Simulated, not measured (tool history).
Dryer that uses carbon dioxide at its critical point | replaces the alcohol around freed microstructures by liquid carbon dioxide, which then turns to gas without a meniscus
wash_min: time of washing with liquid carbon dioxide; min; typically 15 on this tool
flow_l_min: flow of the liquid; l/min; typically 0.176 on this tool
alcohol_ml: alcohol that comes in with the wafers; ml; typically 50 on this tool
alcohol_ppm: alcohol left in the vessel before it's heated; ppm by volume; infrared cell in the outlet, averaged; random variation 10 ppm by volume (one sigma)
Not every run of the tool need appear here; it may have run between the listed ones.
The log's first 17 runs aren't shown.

run,hour,wash_min,flow_l_min,alcohol_ml,hours of work since the filter was changed,hours of work since the purifier's bed was changed,alcohol_ppm
18,522.9,15,0.269,50,147,628,249
19,550.9,15,0.269,50,161,642,261
20,581,15,0.269,50,176,657,266
21,604.9,15,0.269,50,188,669,289
22,631.5,15,0.142,43,201,682,2833
# hour 654.4: inlet filter changed
23,654.4,16,0.176,54,0,693,600
24,674.7,18,0.106,105,10,703,5457
25,702.1,16,0.176,32,24,717,459
26,725.6,16,0.176,32,35,728,468
27,745.7,14,0.176,89,45,738,1959
28,778.6,14,0.176,38,62,755,998
29,795.8,23,0.147,38,70,763,316
30,832.4,11,0.176,34,88,781,2333
31,855.3,11,0.148,34,100,793,3862
32,872.4,15,0.258,42,108,801,281
33,893.6,15,0.125,30,119,812,2399
34,914.2,15,0.125,30,129,822,2477
35,940,15,0.198,50,142,835,805
36,976.6,15,0.198,50,160,853,882
37,1004.2,9,0.176,58,174,867,8730

Predict each of these 3 candidate next runs independently; none follows another, all start after run 37:
A,1031.2,15,0.153,50,187,880,?
B,1031.2,19,0.119,63,187,880,?
C,1031.2,21,0.199,50,187,880,?

run,alcohol_ppm
A,2504
B,3291
C,285
Without the tool's unlogged condition, the same runs would have read:
run,alcohol_ppm
A,1135
B,1528
C,28

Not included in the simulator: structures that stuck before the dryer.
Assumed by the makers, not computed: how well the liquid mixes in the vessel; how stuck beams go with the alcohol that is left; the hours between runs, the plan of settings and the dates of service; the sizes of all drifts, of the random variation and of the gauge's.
